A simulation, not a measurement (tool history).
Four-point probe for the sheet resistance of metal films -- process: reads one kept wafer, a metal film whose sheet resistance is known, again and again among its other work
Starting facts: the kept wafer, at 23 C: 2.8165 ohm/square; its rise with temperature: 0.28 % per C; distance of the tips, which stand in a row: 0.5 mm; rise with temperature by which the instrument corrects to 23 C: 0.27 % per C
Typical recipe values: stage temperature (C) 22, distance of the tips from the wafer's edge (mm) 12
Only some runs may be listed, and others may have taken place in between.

| run | day | stage temperature (C) | distance of the tips from the wafer's edge (mm) | sheet resistance as the instrument gives it (ohm/square) |
|---|---|---|---|---|
| 1 | 0.000 | 22 | 12 | 2.818169 |
| 2 | 0.725 | 22 | 12 | 2.818808 |
| 3 | 1.188 | 30 | 12 | 2.820988 |
| 4 | 1.662 | 22 | 12 | 2.818812 |
| 5 | 2.188 | 22 | 53 | 2.816590 |
| 6 | 2.842 | 22 | 53 | 2.816543 |
| 7 | 3.671 | 28 | 15 | 2.819200 |
| 8 | 4.296 | 29 | 9 | 2.822324 |
| 9 | 5.204 | 28 | 40 | 2.818780 |
| 10 | 5.875 | 23 | 8 | 2.822539 |

Consider 5 possible next runs. They are alternatives, not a sequence: every one starts from the tool as it was left by run 10. What does each give?
| A | 6.342 | 24 | 9 | ? |
| B | 6.342 | 32 | 8 | ? |
| C | 6.342 | 34 | 56 | ? |
| D | 6.342 | 20 | 28 | ? |
| E | 6.342 | 22 | 5 | ? |

| run | sheet resistance as the instrument gives it (ohm/square) |
|---|---|
| A | 2.822026 |
| B | 2.825362 |
| C | 2.819585 |
| D | 2.814996 |
| E | 2.831508 |
Take away the tool's hidden state, keep each run's random variation, and the runs would have read:
| run | sheet resistance as the instrument gives it (ohm/square) |
|---|---|
| A | 2.821765 |
| B | 2.825099 |
| C | 2.819322 |
| D | 2.814736 |
| E | 2.831246 |
